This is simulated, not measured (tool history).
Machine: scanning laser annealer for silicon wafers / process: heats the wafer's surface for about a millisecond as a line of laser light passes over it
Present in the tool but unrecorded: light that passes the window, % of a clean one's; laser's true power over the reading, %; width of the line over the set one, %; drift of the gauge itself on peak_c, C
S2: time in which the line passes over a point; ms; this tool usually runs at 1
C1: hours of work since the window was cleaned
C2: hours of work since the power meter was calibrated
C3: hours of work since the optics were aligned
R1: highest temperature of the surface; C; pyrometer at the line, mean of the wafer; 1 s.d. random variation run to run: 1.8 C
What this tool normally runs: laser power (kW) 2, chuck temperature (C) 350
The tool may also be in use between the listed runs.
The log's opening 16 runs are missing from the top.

run 17 day=33.421 | laser_power_(kW)=2 S2=1 chuck_temperature_(C)=348 | C1=388 C2=596 C3=653 | R1=1069
run 18 day=35.829 | laser_power_(kW)=2 S2=1 chuck_temperature_(C)=348 | C1=425 C2=633 C3=690 | R1=1073
run 19 day=38.054 | laser_power_(kW)=2 S2=1.19 chuck_temperature_(C)=348 | C1=459 C2=667 C3=724 | R1=1128
run 20 day=40.679 | laser_power_(kW)=2 S2=1.19 chuck_temperature_(C)=348 | C1=499 C2=707 C3=764 | R1=1127
run 21 day=43.417 | laser_power_(kW)=1.92 S2=1 chuck_temperature_(C)=350 | C1=541 C2=749 C3=806 | R1=1042
run 22 day=45.638 | laser_power_(kW)=2 S2=1.01 chuck_temperature_(C)=338 | C1=575 C2=783 C3=840 | R1=1066
run 23 day=47.379 | laser_power_(kW)=1.974 S2=0.89 chuck_temperature_(C)=319 | C1=602 C2=810 C3=867 | R1=994
-- day=48.117 optics aligned, line set to its width
run 24 day=49.446 | laser_power_(kW)=1.991 S2=0.87 chuck_temperature_(C)=319 | C1=630 C2=838 C3=20 | R1=994
run 25 day=51.412 | laser_power_(kW)=1.991 S2=0.87 chuck_temperature_(C)=319 | C1=660 C2=868 C3=50 | R1=992
run 26 day=54.021 | laser_power_(kW)=1.991 S2=0.87 chuck_temperature_(C)=319 | C1=700 C2=908 C3=90 | R1=995
run 27 day=56.35 | laser_power_(kW)=1.991 S2=0.87 chuck_temperature_(C)=319 | C1=736 C2=944 C3=126 | R1=994
run 28 day=58.575 | laser_power_(kW)=1.858 S2=1.17 chuck_temperature_(C)=334 | C1=770 C2=978 C3=160 | R1=1053
run 29 day=60.183 | laser_power_(kW)=1.858 S2=1.17 chuck_temperature_(C)=334 | C1=795 C2=1003 C3=185 | R1=1053
run 30 day=62.896 | laser_power_(kW)=1.739 S2=0.84 chuck_temperature_(C)=381 | C1=836 C2=1044 C3=226 | R1=960
run 31 day=64.771 | laser_power_(kW)=1.739 S2=1 chuck_temperature_(C)=363 | C1=865 C2=1073 C3=255 | R1=986
run 32 day=67.221 | laser_power_(kW)=1.739 S2=1 chuck_temperature_(C)=363 | C1=902 C2=1111 C3=293 | R1=986
run 33 day=69.283 | laser_power_(kW)=1.739 S2=1 chuck_temperature_(C)=363 | C1=934 C2=1142 C3=324 | R1=985
-- day=71.008 window over the wafer cleaned
run 34 day=71.008 | laser_power_(kW)=1.979 S2=1.07 chuck_temperature_(C)=350 | C1=0 C2=1167 C3=349 | R1=1086
run 35 day=73.158 | laser_power_(kW)=1.979 S2=1.07 chuck_temperature_(C)=350 | C1=33 C2=1200 C3=382 | R1=1085
run 36 day=75.929 | laser_power_(kW)=2.083 S2=1.03 chuck_temperature_(C)=350 | C1=75 C2=1243 C3=425 | R1=1115
run 37 day=78.138 | laser_power_(kW)=1.711 S2=1.1 chuck_temperature_(C)=350 | C1=109 C2=1277 C3=459 | R1=994
run 38 day=79.479 | laser_power_(kW)=2 S2=1 chuck_temperature_(C)=382 | C1=130 C2=1297 C3=479 | R1=1105
run 39 day=82.075 | laser_power_(kW)=2 S2=0.91 chuck_temperature_(C)=335 | C1=170 C2=1337 C3=519 | R1=1026
run 40 day=83.438 | laser_power_(kW)=2 S2=0.91 chuck_temperature_(C)=335 | C1=190 C2=1358 C3=540 | R1=1026
run 41 day=85.342 | laser_power_(kW)=2 S2=0.91 chuck_temperature_(C)=332 | C1=220 C2=1387 C3=569 | R1=1025

Forecast each of these 4 alternatives for the next run:
run A day=87.771 | laser_power_(kW)=1.889 S2=0.96 chuck_temperature_(C)=350 | C1=257 C2=1424 C3=606 | R1=?
run B day=87.771 | laser_power_(kW)=2.088 S2=0.88 chuck_temperature_(C)=388 | C1=257 C2=1424 C3=606 | R1=?
run C day=87.771 | laser_power_(kW)=2.138 S2=0.87 chuck_temperature_(C)=361 | C1=257 C2=1424 C3=606 | R1=?
run D day=87.771 | laser_power_(kW)=2 S2=1 chuck_temperature_(C)=353 | C1=257 C2=1424 C3=606 | R1=?

run=A R1=1019
run=B R1=1100
run=C R1=1087
run=D R1=1073
With the hidden condition removed and each run's random variation left untouched, the same runs would have given:
run=A R1=1019
run=B R1=1101
run=C R1=1087
run=D R1=1073

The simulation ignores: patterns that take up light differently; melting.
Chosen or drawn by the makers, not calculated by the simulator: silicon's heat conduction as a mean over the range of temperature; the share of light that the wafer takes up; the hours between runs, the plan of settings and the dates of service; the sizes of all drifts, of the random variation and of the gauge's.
